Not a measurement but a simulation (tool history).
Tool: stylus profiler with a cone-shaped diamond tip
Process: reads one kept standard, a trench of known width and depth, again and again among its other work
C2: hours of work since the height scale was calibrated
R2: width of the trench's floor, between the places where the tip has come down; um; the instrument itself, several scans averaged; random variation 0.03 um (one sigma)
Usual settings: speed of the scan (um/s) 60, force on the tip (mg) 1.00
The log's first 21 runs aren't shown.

Run 22, hour 1174.6: usual settings but speed of the scan (um/s) 18, force on the tip (mg) 0.48; scans with this tip 17655; C2 1964. Result: depth of the trench (Å) 1987.2, R2 27.30 um.
Run 23, hour 1213.5: usual settings but speed of the scan (um/s) 31, force on the tip (mg) 0.45; scans with this tip 17845; C2 1986. Result: depth of the trench (Å) 1985.1, R2 27.08 um.
Run 24, hour 1279.8: usual settings but speed of the scan (um/s) 31, force on the tip (mg) 1.01; scans with this tip 18169; C2 2022. Result: depth of the trench (Å) 1985.8, R2 27.26 um.
Run 25, hour 1335.0: usual settings but speed of the scan (um/s) 87, force on the tip (mg) 0.69; scans with this tip 18438; C2 2052. Result: depth of the trench (Å) 1985.0, R2 26.60 um.
Run 26, hour 1397.1: usual settings but speed of the scan (um/s) 87, force on the tip (mg) 0.69; scans with this tip 18741; C2 2085. Result: depth of the trench (Å) 1987.0, R2 26.64 um.
Run 27, hour 1458.3: usual settings but speed of the scan (um/s) 87, force on the tip (mg) 0.69; scans with this tip 19040; C2 2119. Result: depth of the trench (Å) 1984.7, R2 26.60 um.
At hour 1476.9: height scale calibrated on a step standard.
Run 28, hour 1492.5: usual settings but speed of the scan (um/s) 40, force on the tip (mg) 1.90; scans with this tip 19205; C2 8. Result: depth of the trench (Å) 2009.0, R2 27.25 um.
Run 29, hour 1532.4: usual settings but speed of the scan (um/s) 40, force on the tip (mg) 1.90; scans with this tip 19399; C2 30. Result: depth of the trench (Å) 2009.1, R2 27.23 um.
Run 30, hour 1571.6: usual settings but speed of the scan (um/s) 40, force on the tip (mg) 1.90; scans with this tip 19591; C2 51. Result: depth of the trench (Å) 2008.7, R2 27.23 um.
Run 31, hour 1602.9: usual settings but speed of the scan (um/s) 176, force on the tip (mg) 0.98; scans with this tip 19743; C2 68. Result: depth of the trench (Å) 2004.0, R2 25.91 um.
Run 32, hour 1652.3: usual settings but speed of the scan (um/s) 176, force on the tip (mg) 0.98; scans with this tip 19985; C2 95. Result: depth of the trench (Å) 2001.4, R2 25.90 um.
Run 33, hour 1719.3: usual settings but speed of the scan (um/s) 176, force on the tip (mg) 0.98; scans with this tip 20312; C2 132. Result: depth of the trench (Å) 2005.6, R2 25.92 um.
Run 34, hour 1762.8: usual settings but speed of the scan (um/s) 176, force on the tip (mg) 0.98; scans with this tip 20524; C2 155. Result: depth of the trench (Å) 2002.4, R2 25.95 um.
Run 35, hour 1834.3: usual settings but speed of the scan (um/s) 32, force on the tip (mg) 2.11; scans with this tip 20874; C2 194. Result: depth of the trench (Å) 2008.1, R2 27.23 um.
Run 36, hour 1864.4: usual settings but speed of the scan (um/s) 42, force on the tip (mg) 1.52; scans with this tip 21020; C2 210. Result: depth of the trench (Å) 2006.0, R2 27.08 um.
Run 37, hour 1906.8: usual settings but speed of the scan (um/s) 121, force on the tip (mg) 2.51; scans with this tip 21227; C2 234. Result: depth of the trench (Å) 2008.6, R2 26.75 um.
Run 38, hour 1937.6: usual settings but speed of the scan (um/s) 121, force on the tip (mg) 2.51; scans with this tip 21378; C2 250. Result: depth of the trench (Å) 2009.2, R2 26.68 um.
Run 39, hour 1993.8: usual settings but speed of the scan (um/s) 17, force on the tip (mg) 0.59; scans with this tip 21652; C2 281. Result: depth of the trench (Å) 1999.2, R2 27.24 um.
Run 40, hour 2058.5: usual settings but force on the tip (mg) 0.74; scans with this tip 21968; C2 316. Result: depth of the trench (Å) 2003.0, R2 26.76 um.
Run 41, hour 2128.3: usual settings but speed of the scan (um/s) 177, force on the tip (mg) 0.81; scans with this tip 22309; C2 354. Result: depth of the trench (Å) 2000.8, R2 25.70 um.
Run 42, hour 2175.3: usual settings but speed of the scan (um/s) 177, force on the tip (mg) 0.81; scans with this tip 22539; C2 379. Result: depth of the trench (Å) 2001.7, R2 25.67 um.
Run 43, hour 2246.2: usual settings but speed of the scan (um/s) 76, force on the tip (mg) 0.62; scans with this tip 22885; C2 418. Result: depth of the trench (Å) 1998.3, R2 26.54 um.

Forecast each of these 5 alternatives for the next run:
Run A, hour 2285.2: usual settings but speed of the scan (um/s) 87, force on the tip (mg) 0.62; scans with this tip 23075; C2 439. Result: depth of the trench (Å) ?, R2 ?.
Run B, hour 2285.2: usual settings but force on the tip (mg) 0.40; scans with this tip 23075; C2 439. Result: depth of the trench (Å) ?, R2 ?.
Run C, hour 2285.2: usual settings but speed of the scan (um/s) 127, force on the tip (mg) 0.54; scans with this tip 23075; C2 439. Result: depth of the trench (Å) ?, R2 ?.
Run D, hour 2285.2: usual settings but speed of the scan (um/s) 114, force on the tip (mg) 0.38; scans with this tip 23075; C2 439. Result: depth of the trench (Å) ?, R2 ?.
Run E, hour 2285.2: usual settings but speed of the scan (um/s) 22, force on the tip (mg) 1.42; scans with this tip 23075; C2 439. Result: depth of the trench (Å) ?, R2 ?.

run  depth of the trench (Å)     R2
  A                   1997.5  26.40
  B                   1997.4  26.51
  C                   1999.1  25.88
  D                   1998.3  25.72
  E                   2003.6  27.20
Without the tool's hidden state the same runs would have given:
run  depth of the trench (Å)     R2
  A                   2003.6  27.33
  B                   2003.4  27.44
  C                   2005.1  26.81
  D                   2004.4  26.65
  E                   2009.7  28.13
